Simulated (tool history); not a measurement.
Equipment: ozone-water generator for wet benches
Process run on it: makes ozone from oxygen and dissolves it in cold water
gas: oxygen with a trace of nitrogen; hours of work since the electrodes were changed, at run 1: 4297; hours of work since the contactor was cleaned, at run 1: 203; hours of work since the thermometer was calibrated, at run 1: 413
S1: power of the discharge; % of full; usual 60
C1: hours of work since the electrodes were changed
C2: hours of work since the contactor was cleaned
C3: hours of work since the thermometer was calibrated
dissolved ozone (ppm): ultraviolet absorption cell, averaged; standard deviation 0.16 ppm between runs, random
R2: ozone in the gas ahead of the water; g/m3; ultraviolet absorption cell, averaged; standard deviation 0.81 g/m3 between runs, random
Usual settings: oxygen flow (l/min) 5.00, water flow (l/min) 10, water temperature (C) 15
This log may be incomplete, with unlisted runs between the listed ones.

{"run": 1, "hour": 0.0, "S1": 60, "oxygen flow (l/min)": 5.0, "water flow (l/min)": 10, "water temperature (C)": 15, "C1": 4297, "C2": 203, "C3": 413, "dissolved ozone (ppm)": 17.2, "R2": 108.7}
{"run": 2, "hour": 118.0, "S1": 60, "oxygen flow (l/min)": 5.0, "water flow (l/min)": 10, "water temperature (C)": 15, "C1": 4382, "C2": 288, "C3": 498, "dissolved ozone (ppm)": 16.9, "R2": 108.4}
{"run": 3, "hour": 225.8, "S1": 60, "oxygen flow (l/min)": 5.0, "water flow (l/min)": 10, "water temperature (C)": 15, "C1": 4460, "C2": 366, "C3": 575, "dissolved ozone (ppm)": 16.8, "R2": 108.5}
{"run": 4, "hour": 311.4, "S1": 60, "oxygen flow (l/min)": 5.0, "water flow (l/min)": 10, "water temperature (C)": 15, "C1": 4522, "C2": 427, "C3": 637, "dissolved ozone (ppm)": 16.9, "R2": 108.4}
{"run": 5, "hour": 469.4, "S1": 60, "oxygen flow (l/min)": 5.0, "water flow (l/min)": 10, "water temperature (C)": 15, "C1": 4635, "C2": 541, "C3": 751, "dissolved ozone (ppm)": 17.0, "R2": 107.5}
{"run": 6, "hour": 594.0, "S1": 60, "oxygen flow (l/min)": 5.0, "water flow (l/min)": 10, "water temperature (C)": 15, "C1": 4725, "C2": 631, "C3": 840, "dissolved ozone (ppm)": 16.7, "R2": 106.9}
{"run": 7, "hour": 672.3, "S1": 60, "oxygen flow (l/min)": 5.0, "water flow (l/min)": 6, "water temperature (C)": 15, "C1": 4781, "C2": 687, "C3": 897, "dissolved ozone (ppm)": 21.6, "R2": 105.7}
{"run": 8, "hour": 759.9, "S1": 60, "oxygen flow (l/min)": 2.88, "water flow (l/min)": 10, "water temperature (C)": 10, "C1": 4845, "C2": 750, "C3": 960, "dissolved ozone (ppm)": 16.2, "R2": 126.7}
{"hour": 769.7, "done": "water thermometer calibrated"}
{"run": 9, "hour": 861.6, "S1": 60, "oxygen flow (l/min)": 2.88, "water flow (l/min)": 10, "water temperature (C)": 10, "C1": 4917, "C2": 823, "C3": 66, "dissolved ozone (ppm)": 16.3, "R2": 126.8}
{"run": 10, "hour": 1007.2, "S1": 60, "oxygen flow (l/min)": 2.88, "water flow (l/min)": 10, "water temperature (C)": 10, "C1": 5022, "C2": 928, "C3": 171, "dissolved ozone (ppm)": 16.0, "R2": 126.3}
{"run": 11, "hour": 1154.4, "S1": 60, "oxygen flow (l/min)": 5.24, "water flow (l/min)": 10, "water temperature (C)": 11, "C1": 5128, "C2": 1034, "C3": 277, "dissolved ozone (ppm)": 17.4, "R2": 102.5}

Measured result minus the same run's result without the hidden state. Both carry the same run-to-run variation, though not necessarily the same gauge scatter:
What the log doesn't record here: yield of the discharge, % of new electrodes'; contactor's efficiency, % of a clean one's; true water temperature over the reading, C; drift of the gauge itself on ozone_ppm, %; drift of the gauge itself on gas_g_m3, %.
run=1 dissolved_ozone_(ppm)=-3.1 R2=-19.0
run=2 dissolved_ozone_(ppm)=-3.1 R2=-19.4
run=3 dissolved_ozone_(ppm)=-3.2 R2=-19.9
run=4 dissolved_ozone_(ppm)=-3.3 R2=-20.1
run=5 dissolved_ozone_(ppm)=-3.4 R2=-20.6
run=6 dissolved_ozone_(ppm)=-3.5 R2=-20.8
run=7 dissolved_ozone_(ppm)=-4.5 R2=-20.9
run=8 dissolved_ozone_(ppm)=-3.5 R2=-25.4
run=9 dissolved_ozone_(ppm)=-3.5 R2=-25.9
run=10 dissolved_ozone_(ppm)=-3.6 R2=-26.3
run=11 dissolved_ozone_(ppm)=-4.0 R2=-22.1
